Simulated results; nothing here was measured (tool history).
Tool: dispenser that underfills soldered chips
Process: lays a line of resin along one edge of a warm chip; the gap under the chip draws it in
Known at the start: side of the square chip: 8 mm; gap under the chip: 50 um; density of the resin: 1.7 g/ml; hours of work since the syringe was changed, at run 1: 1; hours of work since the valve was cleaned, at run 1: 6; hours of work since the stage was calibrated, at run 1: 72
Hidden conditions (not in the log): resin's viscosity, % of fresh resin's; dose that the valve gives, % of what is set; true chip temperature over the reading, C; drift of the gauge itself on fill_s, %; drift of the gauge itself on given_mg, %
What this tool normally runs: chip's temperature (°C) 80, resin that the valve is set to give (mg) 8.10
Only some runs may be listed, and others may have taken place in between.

run   hour  chip's temperature (°C)  resin that the valve is set to give (mg)  hours of work since the syringe was changed  hours of work since the valve was cleaned  hours of work since the stage was calibrated  time until the resin shows at the far edge (s)  resin that the valve gave (mg)
  1    0.0                       80                                      8.10                                            1                                          6                                            72                                            94.6                            8.08
       7.0  -- new syringe of resin
  2   13.5                       80                                      8.10                                            4                                         14                                            80                                           119.9                            8.07
      16.2  -- new syringe of resin
  3   20.0                       80                                      8.10                                            2                                         18                                            84                                           105.2                            8.04
      25.3  -- new syringe of resin
  4   31.6                       80                                      8.10                                            4                                         25                                            91                                           120.0                            8.08
      34.7  -- new syringe of resin
  5   37.7                       80                                      8.16                                            2                                         29                                            95                                           102.4                            8.10
      43.5  -- new syringe of resin
  6   49.6                       80                                      8.16                                            4                                         36                                           102                                           118.0                            8.08
      52.6  -- new syringe of resin
      61.8  -- new syringe of resin
  7   63.0                       80                                      8.16                                            1                                         44                                           110                                            89.8                            8.04
  8   69.9                       80                                      8.16                                            5                                         48                                           114                                           125.3                            8.09
      70.7  -- new syringe of resin
      79.5  -- new syringe of resin
  9   79.7                       80                                      8.16                                            0                                         54                                           120                                            88.4                            8.07
      88.5  -- new syringe of resin
 10   88.8                       66                                      8.52                                            0                                         59                                           125                                           166.8                            8.37
      97.4  -- new syringe of resin
 11   99.8                       85                                      7.82                                            1                                         66                                           132                                            77.4                            7.64
     106.2  -- new syringe of resin
 12  107.4                       85                                      7.82                                            1                                         70                                           136                                            74.4                            7.64
     115.2  -- new syringe of resin
 13  115.8                       80                                      8.10                                            0                                         75                                           141                                            88.0                            7.91
 14  123.2                       80                                     10.26                                            5                                         80                                           146                                           127.1                            9.98
     124.3  -- new syringe of resin
 15  129.5                       91                                      8.75                                            3                                         84                                           150                                            69.3                            8.52
     133.9  -- new syringe of resin
 16  138.7                       80                                      7.05                                            3                                         89                                           155                                           116.1                            6.85

Consider 4 possible next runs. They are alternatives, not a sequence: every one starts from the tool as it was left by run 16. What does each give?
     142.6  -- new syringe of resin
  A  145.8                       77                                      7.16                                            2                                         93                                           159                                               ?                               ?
     142.6  -- new syringe of resin
  B  145.8                       80                                      7.70                                            2                                         93                                           159                                               ?                               ?
     142.6  -- new syringe of resin
  C  145.8                       70                                      7.04                                            2                                         93                                           159                                               ?                               ?
     142.6  -- new syringe of resin
  D  145.8                       80                                      8.25                                            2                                         93                                           159                                               ?                               ?

run  time until the resin shows at the far edge (s)  resin that the valve gave (mg)
  A                                           119.7                            6.95
  B                                           101.2                            7.44
  C                                           164.6                            6.83
  D                                           100.8                            7.99
With no hidden state in the tool, these same runs would have given:
run  time until the resin shows at the far edge (s)  resin that the valve gave (mg)
  A                                           103.5                            7.15
  B                                            87.6                            7.66
  C                                           142.2                            7.03
  D                                            87.5                            8.22
